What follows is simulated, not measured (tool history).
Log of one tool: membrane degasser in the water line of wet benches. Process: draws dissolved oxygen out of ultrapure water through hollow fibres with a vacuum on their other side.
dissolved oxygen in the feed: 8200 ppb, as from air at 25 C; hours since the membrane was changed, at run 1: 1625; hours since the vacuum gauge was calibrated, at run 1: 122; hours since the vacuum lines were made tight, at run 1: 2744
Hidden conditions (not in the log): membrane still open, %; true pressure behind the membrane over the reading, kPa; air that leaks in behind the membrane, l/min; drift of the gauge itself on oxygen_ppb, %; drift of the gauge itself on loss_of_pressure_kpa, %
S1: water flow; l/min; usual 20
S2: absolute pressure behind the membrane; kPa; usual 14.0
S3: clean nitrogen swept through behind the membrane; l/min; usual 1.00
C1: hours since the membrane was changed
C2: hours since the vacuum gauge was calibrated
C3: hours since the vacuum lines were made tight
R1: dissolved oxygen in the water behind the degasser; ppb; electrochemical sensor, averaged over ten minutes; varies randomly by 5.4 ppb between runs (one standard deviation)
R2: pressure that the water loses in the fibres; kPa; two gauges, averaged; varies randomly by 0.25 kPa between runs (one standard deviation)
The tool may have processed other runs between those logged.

run 1 hour=0.0 | S1=20 S2=14.0 S3=1.00 | C1=1625 C2=122 C3=2744 | R1=597.6 R2=68.58
run 2 hour=47.9 | S1=20 S2=14.0 S3=1.00 | C1=1673 C2=170 C3=2792 | R1=593.1 R2=67.74
run 3 hour=84.4 | S1=13 S2=14.0 S3=1.00 | C1=1710 C2=207 C3=2829 | R1=358.6 R2=44.41
run 4 hour=116.3 | S1=13 S2=14.0 S3=1.00 | C1=1742 C2=239 C3=2861 | R1=363.4 R2=44.19
run 5 hour=142.0 | S1=20 S2=14.0 S3=1.00 | C1=1767 C2=264 C3=2886 | R1=588.9 R2=67.64
run 6 hour=197.0 | S1=20 S2=14.0 S3=1.43 | C1=1822 C2=319 C3=2941 | R1=472.8 R2=67.33
run 7 hour=230.7 | S1=20 S2=14.0 S3=1.43 | C1=1856 C2=353 C3=2975 | R1=481.0 R2=67.34
run 8 hour=279.2 | S1=20 S2=14.0 S3=1.43 | C1=1904 C2=402 C3=3023 | R1=475.5 R2=67.45
run 9 hour=324.4 | S1=20 S2=14.0 S3=1.97 | C1=1950 C2=447 C3=3069 | R1=395.6 R2=67.17
run 10 hour=367.9 | S1=15 S2=14.0 S3=1.97 | C1=1993 C2=490 C3=3112 | R1=261.7 R2=50.43
run 11 hour=396.2 | S1=24 S2=8.7 S3=1.70 | C1=2021 C2=519 C3=3140 | R1=394.9 R2=80.37
run 12 hour=442.9 | S1=26 S2=13.9 S3=1.59 | C1=2068 C2=565 C3=3187 | R1=624.6 R2=87.01
-- hour=491.0 gauge calibrated
run 13 hour=495.6 | S1=23 S2=14.0 S3=0.45 | C1=2121 C2=618 C3=3240 | R1=1097.4 R2=78.74
run 14 hour=523.0 | S1=20 S2=20.1 S3=1.00 | C1=2148 C2=645 C3=3267 | R1=825.8 R2=68.55
run 15 hour=563.4 | S1=20 S2=20.1 S3=1.00 | C1=2189 C2=686 C3=3308 | R1=821.2 R2=67.43
run 16 hour=610.4 | S1=20 S2=20.1 S3=1.00 | C1=2236 C2=733 C3=3355 | R1=828.5 R2=67.59
run 17 hour=654.5 | S1=25 S2=15.8 S3=0.47 | C1=2280 C2=777 C3=3399 | R1=1326.4 R2=85.28

Run by run, hidden condition taken away, random variation retained:
run=1 R2=68.56
run=2 R2=67.86
run=3 R2=44.57
run=4 R2=44.42
run=5 R2=68.08
run=6 R2=67.94
run=7 R2=68.06
run=8 R2=68.33
run=9 R2=68.19
run=10 R2=51.30
run=11 R2=81.87
run=12 R2=88.84
run=13 R2=78.72
run=14 R2=68.62
run=15 R2=67.63
run=16 R2=67.94
run=17 R2=85.90
R1 without the hidden state stays within 0.8 ppb of what was measured, in all runs.

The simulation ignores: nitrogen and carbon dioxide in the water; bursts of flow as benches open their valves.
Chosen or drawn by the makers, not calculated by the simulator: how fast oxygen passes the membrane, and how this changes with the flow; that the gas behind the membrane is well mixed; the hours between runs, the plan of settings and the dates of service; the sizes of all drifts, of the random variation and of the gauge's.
